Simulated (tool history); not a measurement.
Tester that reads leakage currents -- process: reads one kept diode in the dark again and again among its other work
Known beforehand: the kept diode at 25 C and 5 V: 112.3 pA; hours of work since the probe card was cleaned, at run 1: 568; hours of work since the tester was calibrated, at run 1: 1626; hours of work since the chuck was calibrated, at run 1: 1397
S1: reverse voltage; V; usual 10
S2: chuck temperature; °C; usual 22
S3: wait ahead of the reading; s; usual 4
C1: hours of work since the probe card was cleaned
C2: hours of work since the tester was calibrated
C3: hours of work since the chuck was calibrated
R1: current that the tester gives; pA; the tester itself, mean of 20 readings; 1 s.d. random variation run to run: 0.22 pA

| run | hour | S1 | S2 | S3 | C1 | C2 | C3 | R1 |
|---|---|---|---|---|---|---|---|---|
| 1 | 0 | 10 | 22 | 4 | 568 | 1626 | 1397 | 135.88 |
| 2 | 33.6 | 10 | 22 | 4 | 587 | 1644 | 1415 | 135.77 |
| 3 | 81.1 | 10 | 22 | 4 | 614 | 1671 | 1442 | 135.7 |
| 4 | 126.3 | 17.1 | 22 | 4 | 639 | 1696 | 1467 | 184.82 |
| 5 | 161.8 | 17.1 | 22 | 4 | 659 | 1716 | 1487 | 185.68 |
| 6 | 202.5 | 10 | 36 | 4 | 682 | 1739 | 1510 | 363.73 |
| 7 | 234.6 | 18.2 | 36 | 4 | 700 | 1757 | 1528 | 513.7 |
| 8 | 278.8 | 18.2 | 36 | 4 | 724 | 1782 | 1553 | 516.71 |
| 9 | 324.2 | 18.2 | 36 | 4.47 | 750 | 1807 | 1578 | 514.37 |
| 10 | 362.9 | 18.2 | 36 | 4.47 | 771 | 1829 | 1600 | 515.07 |
| 11 | 392.7 | 5.3 | 22 | 4 | 788 | 1845 | 1616 | 93.48 |
| 12 | 427.1 | 5.3 | 22 | 4 | 807 | 1865 | 1636 | 93.77 |
| 13 | 475.2 | 10 | 47 | 4 | 834 | 1891 | 1663 | 744.7 |
| 14 | 512.1 | 10 | 47 | 4 | 855 | 1912 | 1683 | 741.36 |
| 15 | 534.5 | 10 | 47 | 4 | 867 | 1925 | 1696 | 742.09 |
| 16 | 572.9 | 3.9 | 22 | 4.99 | 889 | 1946 | 1717 | 78.29 |
| 17 | 621.6 | 19.5 | 30 | 0.44 | 916 | 1973 | 1744 | 361.33 |
| 18 | 672 | 10 | 34 | 4 | 944 | 2002 | 1773 | 316.92 |
| 19 | 711.5 | 10 | 23 | 1.08 | 966 | 2024 | 1795 | 147.25 |
| 20 | 736.7 | 10 | 22 | 9.48 | 981 | 2038 | 1809 | 135.58 |
| 21 | 777.7 | 16.8 | 22 | 4 | 1003 | 2061 | 1832 | 183.81 |
| 22 | 801.5 | 16.8 | 22 | 4 | 1017 | 2074 | 1845 | 183.71 |
| 23 | 836.9 | 16.8 | 22 | 2.01 | 1037 | 2094 | 1865 | 184.08 |
| 24 | 883.2 | 1.1 | 22 | 4 | 1062 | 2120 | 1891 | 37.47 |
| 25 | 913.9 | 2.5 | 22 | 1.31 | 1080 | 2137 | 1908 | 60.41 |
| 26 | 939.7 | 7.1 | 52 | 8.69 | 1094 | 2151 | 1922 | 828.37 |
|  | 978.4 | tester calibrated |
| 27 | 979.1 | 8.5 | 29 | 4 | 1115 | 0 | 1943 | 200.15 |
| 28 | 1019.9 | 2.8 | 22 | 2.14 | 1138 | 23 | 1966 | 63.19 |
| 29 | 1045.8 | 6.5 | 33 | 0.75 | 1152 | 38 | 1981 | 226.48 |
| 30 | 1084.5 | 6.5 | 33 | 0.75 | 1174 | 59 | 2002 | 227.09 |

Predict each of these 3 candidate next runs independently; none follows another, all start after run 30:
| A | 1113.4 | 10 | 22 | 6.85 | 1190 | 76 | 2019 | ? |
| B | 1113.4 | 2.3 | 33 | 4.48 | 1190 | 76 | 2019 | ? |
| C | 1113.4 | 10 | 44 | 4 | 1190 | 76 | 2019 | ? |

| run | R1 |
|---|---|
| A | 132.74 |
| B | 123.67 |
| C | 600.53 |
With the hidden condition removed and each run's random variation left untouched, the same runs would have given:
| run | R1 |
|---|---|
| A | 135.18 |
| B | 126.46 |
| C | 613.16 |
